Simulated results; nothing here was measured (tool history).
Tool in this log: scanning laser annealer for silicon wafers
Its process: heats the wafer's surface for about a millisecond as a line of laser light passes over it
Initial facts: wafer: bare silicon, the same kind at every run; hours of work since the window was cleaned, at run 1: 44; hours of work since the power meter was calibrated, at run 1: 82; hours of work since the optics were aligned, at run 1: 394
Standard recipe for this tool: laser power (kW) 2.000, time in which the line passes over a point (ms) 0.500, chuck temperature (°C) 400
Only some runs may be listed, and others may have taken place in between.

| run | day | laser power (kW) | time in which the line passes over a point (ms) | chuck temperature (°C) | hours of work since the window was cleaned | hours of work since the power meter was calibrated | hours of work since the optics were aligned | highest temperature of the surface (°C) |
|---|---|---|---|---|---|---|---|---|
| 1 | 0.000 | 2.000 | 0.500 | 400 | 44 | 82 | 394 | 1144 |
| 2 | 0.417 | 2.000 | 0.500 | 400 | 49 | 88 | 400 | 1141 |
| 3 | 0.717 | 2.000 | 0.553 | 400 | 53 | 92 | 404 | 1186 |
| 4 | 1.179 | 2.000 | 0.553 | 400 | 59 | 98 | 410 | 1184 |
| 5 | 1.588 | 2.000 | 0.553 | 400 | 65 | 103 | 415 | 1184 |
| 6 | 1.933 | 2.000 | 0.553 | 400 | 70 | 108 | 420 | 1187 |
| 7 | 2.204 | 2.000 | 0.553 | 400 | 73 | 112 | 424 | 1184 |
| 8 | 2.538 | 2.000 | 0.553 | 400 | 78 | 116 | 428 | 1184 |
| 9 | 2.812 | 2.000 | 0.500 | 400 | 81 | 120 | 432 | 1140 |
| 10 | 3.108 | 2.000 | 0.500 | 400 | 85 | 124 | 436 | 1146 |
| 11 | 3.567 | 2.000 | 0.500 | 400 | 91 | 130 | 442 | 1141 |
| 12 | 3.946 | 2.000 | 0.500 | 400 | 97 | 135 | 447 | 1142 |
| 13 | 4.304 | 2.000 | 0.500 | 400 | 101 | 140 | 452 | 1142 |
| 14 | 4.517 | 2.137 | 0.457 | 369 | 104 | 143 | 455 | 1141 |
| 15 | 4.825 | 1.850 | 0.517 | 369 | 108 | 147 | 459 | 1048 |
| 16 | 5.296 | 2.021 | 0.428 | 379 | 115 | 153 | 465 | 1068 |
| 17 | 5.583 | 2.021 | 0.428 | 379 | 119 | 157 | 469 | 1068 |
| 18 | 5.821 | 1.749 | 0.420 | 363 | 122 | 160 | 472 | 928 |
| 19 | 6.246 | 2.027 | 0.500 | 392 | 127 | 166 | 478 | 1145 |
| 20 | 6.742 | 2.046 | 0.500 | 388 | 134 | 172 | 484 | 1151 |
| 21 | 7.233 | 2.000 | 0.500 | 421 | 141 | 179 | 491 | 1161 |
| 22 | 7.496 | 1.970 | 0.354 | 400 | 144 | 183 | 495 | 998 |
| 23 | 7.779 | 1.970 | 0.354 | 400 | 148 | 186 | 498 | 1003 |
| 24 | 8.071 | 2.000 | 0.500 | 439 | 152 | 190 | 502 | 1177 |
| 25 | 8.496 | 2.144 | 0.500 | 400 | 158 | 196 | 508 | 1208 |

What does the tool deliver on the next run?
| 26 | 8.888 | 1.943 | 0.506 | 400 | 163 | 201 | 513 | ? |

{"run 26": {"highest temperature of the surface (°C)": 1120}}
With no hidden state in the tool, this same run would have given highest temperature of the surface (°C) 1126.
